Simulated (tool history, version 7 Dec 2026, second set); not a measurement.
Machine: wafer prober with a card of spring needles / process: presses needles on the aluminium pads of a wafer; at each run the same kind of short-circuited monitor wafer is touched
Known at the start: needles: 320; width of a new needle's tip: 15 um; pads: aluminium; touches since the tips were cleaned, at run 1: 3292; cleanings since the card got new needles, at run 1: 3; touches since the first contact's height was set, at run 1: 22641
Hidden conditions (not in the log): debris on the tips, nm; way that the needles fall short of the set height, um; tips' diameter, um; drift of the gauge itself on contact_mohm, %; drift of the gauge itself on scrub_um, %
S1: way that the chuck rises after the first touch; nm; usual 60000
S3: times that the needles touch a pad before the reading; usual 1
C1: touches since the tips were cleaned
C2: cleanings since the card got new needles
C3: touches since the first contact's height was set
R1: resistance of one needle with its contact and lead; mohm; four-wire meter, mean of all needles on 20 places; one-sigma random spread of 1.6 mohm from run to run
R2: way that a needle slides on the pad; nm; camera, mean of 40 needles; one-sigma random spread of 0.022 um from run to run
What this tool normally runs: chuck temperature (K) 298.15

Run 1, hour 0: usual settings; C1 3292; C2 3; C3 22641. Result: R1 191 mohm, R2 9370 nm.
Run 2, hour 7.5: usual settings; C1 5350; C2 3; C3 24699. Result: R1 206 mohm, R2 9330 nm.
At hour 8.8: tips cleaned on abrasive film.
Run 3, hour 17.8: usual settings but S3 2; C1 2458; C2 4; C3 27480. Result: R1 175 mohm, R2 9380 nm.
Run 4, hour 24.3: usual settings; C1 4216; C2 4; C3 29238. Result: R1 202 mohm, R2 9330 nm.
At hour 30: tips cleaned on abrasive film.
Run 5, hour 34.2: usual settings; C1 1162; C2 5; C3 31924. Result: R1 177 mohm, R2 9350 nm.
Run 6, hour 43.5: usual settings; C1 3702; C2 5; C3 34464. Result: R1 197 mohm, R2 9260 nm.
At hour 51.1: tips cleaned on abrasive film.
Run 7, hour 54.6: usual settings; C1 950; C2 6; C3 37457. Result: R1 175 mohm, R2 9320 nm.
Run 8, hour 64.5: usual settings but S3 2; C1 3641; C2 6; C3 40148. Result: R1 183 mohm, R2 9280 nm.
At hour 72.6: tips cleaned on abrasive film.
Run 9, hour 75: usual settings but S3 2; C1 668; C2 7; C3 42994. Result: R1 166 mohm, R2 9260 nm.
Run 10, hour 86.9: usual settings; C1 3916; C2 7; C3 46242. Result: R1 195 mohm, R2 9280 nm.
At hour 93.1: tips cleaned on abrasive film.
Run 11, hour 97.2: usual settings; C1 1120; C2 8; C3 49024. Result: R1 177 mohm, R2 9300 nm.
Run 12, hour 104.8: usual settings; C1 3190; C2 8; C3 51094. Result: R1 194 mohm, R2 9270 nm.
At hour 114.3: tips cleaned on abrasive film.
Run 13, hour 118.9: usual settings but chuck temperature (K) 301.15; C1 1251; C2 9; C3 54918. Result: R1 181 mohm, R2 9260 nm.
Run 14, hour 129.8: usual settings but chuck temperature (K) 301.15; C1 4230; C2 9; C3 57897. Result: R1 201 mohm, R2 9240 nm.
At hour 134.9: tips cleaned on abrasive film.
Run 15, hour 137.2: usual settings but S3 3; C1 643; C2 10; C3 59894. Result: R1 163 mohm, R2 9270 nm.
Run 16, hour 148.8: usual settings but S3 3; C1 3781; C2 10; C3 63032. Result: R1 170 mohm, R2 9280 nm.
At hour 156: tips cleaned on abrasive film.
Run 17, hour 160.6: usual settings; C1 1260; C2 11; C3 66238. Result: R1 179 mohm, R2 9200 nm.
Run 18, hour 168: usual settings but S1 40000 nm, chuck temperature (K) 304.15, S3 2; C1 3287; C2 11; C3 68265. Result: R1 209 mohm, R2 6090 nm.
At hour 176.9: tips cleaned on abrasive film.
Run 19, hour 181.1: usual settings but S1 40000 nm, chuck temperature (K) 304.15, S3 2; C1 1134; C2 12; C3 71800. Result: R1 192 mohm, R2 6100 nm.
Run 20, hour 193.9: usual settings but S1 40000 nm, chuck temperature (K) 339.15, S3 3; C1 4627; C2 12; C3 75293. Result: R1 205 mohm, R2 6150 nm.
At hour 198.5: tips cleaned on abrasive film.
Run 21, hour 200.3: usual settings but S1 53000 nm, chuck temperature (K) 324.15, S3 3; C1 498; C2 13; C3 77010. Result: R1 171 mohm, R2 8120 nm.
Run 22, hour 209.8: usual settings but S1 47000 nm, chuck temperature (K) 395.15, S3 2; C1 3080; C2 13; C3 79592. Result: R1 211 mohm, R2 7180 nm.
At hour 219.4: tips cleaned on abrasive film.
Run 23, hour 224.1: usual settings but S1 47000 nm, chuck temperature (K) 395.15, S3 2; C1 1279; C2 14; C3 83473. Result: R1 200 mohm, R2 7190 nm.
Run 24, hour 237.7: usual settings but S1 47000 nm, chuck temperature (K) 395.15, S3 2; C1 5003; C2 14; C3 87197. Result: R1 219 mohm, R2 7140 nm.
At hour 240.2: tips cleaned on abrasive film.
Run 25, hour 251.3: usual settings but S1 47000 nm, chuck temperature (K) 395.15, S3 2; C1 3027; C2 15; C3 90860. Result: R1 211 mohm, R2 7160 nm.
At hour 260.8: tips cleaned on abrasive film.
Run 26, hour 260.8: usual settings but S1 61000 nm, chuck temperature (K) 301.15, S3 2; C1 0; C2 16; C3 93440. Result: R1 162 mohm, R2 9300 nm.
Run 27, hour 272.2: usual settings but S1 61000 nm, chuck temperature (K) 301.15, S3 2; C1 3118; C2 16; C3 96558. Result: R1 181 mohm, R2 9320 nm.
At hour 281.9: tips cleaned on abrasive film.
Run 28, hour 283.9: usual settings but S1 53000 nm, S3 2; C1 557; C2 17; C3 99712. Result: R1 169 mohm, R2 8030 nm.
Run 29, hour 293.3: usual settings but S1 43000 nm, S3 2; C1 3125; C2 17; C3 102280. Result: R1 209 mohm, R2 6480 nm.
At hour 303.2: tips cleaned on abrasive film.
Run 30, hour 306.8: usual settings but S1 43000 nm, S3 2; C1 982; C2 18; C3 105920. Result: R1 181 mohm, R2 6500 nm.
Run 31, hour 315.8: usual settings but S1 43000 nm, S3 2; C1 3455; C2 18; C3 108393. Result: R1 204 mohm, R2 6480 nm.
At hour 323.8: tips cleaned on abrasive film.
Run 32, hour 325.1: usual settings but S1 43000 nm, S3 2; C1 356; C2 19; C3 110906. Result: R1 174 mohm, R2 6460 nm.
Run 33, hour 335.4: usual settings but S1 43000 nm, S3 2; C1 3157; C2 19; C3 113707. Result: R1 203 mohm, R2 6480 nm.
At hour 344.7: tips cleaned on abrasive film.
Run 34, hour 344.7: usual settings but S1 43000 nm, S3 2; C1 0; C2 20; C3 116210. Result: R1 172 mohm, R2 6440 nm.

Here are 3 independent what-if runs from the current tool condition. What would each one return?
Run A, hour 357.1: usual settings but S1 45000 nm, chuck temperature (K) 307.15, S3 2; C1 3395; C2 20; C3 119605. Result: R1 ?, R2 ?.
Run B, hour 357.1: usual settings but S1 80000 nm, chuck temperature (K) 325.15, S3 2; C1 3395; C2 20; C3 119605. Result: R1 ?, R2 ?.
Run C, hour 357.1: usual settings but S1 78000 nm, chuck temperature (K) 308.15, S3 2; C1 3395; C2 20; C3 119605. Result: R1 ?, R2 ?.

run   R1     R2
  A  204   6790
  B  175  12230
  C  175  11940
With no hidden state in the tool, these same runs would have given:
run   R1     R2
  A  164   7060
  B  161  12490
  C  159  12210

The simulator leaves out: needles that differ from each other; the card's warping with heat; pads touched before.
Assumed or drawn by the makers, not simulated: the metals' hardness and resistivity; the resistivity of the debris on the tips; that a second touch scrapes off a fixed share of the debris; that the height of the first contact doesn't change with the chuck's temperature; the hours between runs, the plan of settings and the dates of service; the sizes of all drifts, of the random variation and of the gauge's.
